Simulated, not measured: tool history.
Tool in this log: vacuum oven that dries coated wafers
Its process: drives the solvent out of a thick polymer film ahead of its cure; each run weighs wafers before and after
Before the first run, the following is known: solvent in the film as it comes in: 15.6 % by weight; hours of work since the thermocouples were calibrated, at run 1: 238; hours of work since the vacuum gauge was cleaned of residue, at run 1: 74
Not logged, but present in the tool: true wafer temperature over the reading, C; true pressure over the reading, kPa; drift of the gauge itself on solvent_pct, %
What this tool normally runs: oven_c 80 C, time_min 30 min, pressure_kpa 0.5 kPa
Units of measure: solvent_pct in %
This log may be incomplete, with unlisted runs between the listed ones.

| run | hour | oven_c | time_min | pressure_kpa | hours of work since the thermocouples were calibrated | hours of work since the vacuum gauge was cleaned of residue | solvent_pct |
|---|---|---|---|---|---|---|---|
| 1 | 0 | 80 | 30 | 0.5 | 238 | 74 | 0.68 |
| 2 | 13 | 80 | 24 | 0.5 | 245 | 80 | 1 |
| 3 | 23.1 | 80 | 30 | 0.5 | 250 | 85 | 0.68 |
| 4 | 35 | 80 | 33 | 0.5 | 256 | 91 | 0.57 |
| 5 | 47.8 | 80 | 33 | 0.5 | 262 | 98 | 0.54 |
| 6 | 58.5 | 80 | 30 | 1.092 | 268 | 103 | 1.07 |
| 7 | 64.9 | 80 | 30 | 1.296 | 271 | 106 | 1.11 |
| 8 | 74.2 | 80 | 30 | 0.433 | 276 | 111 | 0.68 |
| 9 | 85 | 93 | 30 | 0.413 | 281 | 117 | 0.21 |
| 10 | 96.5 | 68 | 16 | 1.895 | 287 | 122 | 5.57 |
| 11 | 109.8 | 80 | 20 | 1.579 | 294 | 129 | 2.06 |
| 12 | 120.2 | 80 | 20 | 1.579 | 299 | 134 | 1.99 |
| 13 | 128.4 | 93 | 36 | 0.542 | 303 | 138 | 0.2 |
| 14 | 140.1 | 93 | 36 | 0.542 | 309 | 144 | 0.18 |
| 15 | 149.9 | 86 | 25 | 1.017 | 314 | 149 | 0.72 |
| 16 | 159.8 | 80 | 32 | 0.5 | 319 | 154 | 0.64 |

4 ways to go on from here, each from the tool as it stands after run 16. What would each give?
| A | 170.6 | 85 | 30 | 0.508 | 324 | 160 | ? |
| B | 170.6 | 80 | 30 | 0.635 | 324 | 160 | ? |
| C | 170.6 | 74 | 42 | 0.5 | 324 | 160 | ? |
| D | 170.6 | 67 | 43 | 0.5 | 324 | 160 | ? |

| run | solvent_pct |
|---|---|
| A | 0.43 |
| B | 0.81 |
| C | 0.66 |
| D | 1.24 |
What these runs would have given with no unlogged condition in the tool:
| run | solvent_pct |
|---|---|
| A | 0.45 |
| B | 0.85 |
| C | 0.7 |
| D | 1.32 |

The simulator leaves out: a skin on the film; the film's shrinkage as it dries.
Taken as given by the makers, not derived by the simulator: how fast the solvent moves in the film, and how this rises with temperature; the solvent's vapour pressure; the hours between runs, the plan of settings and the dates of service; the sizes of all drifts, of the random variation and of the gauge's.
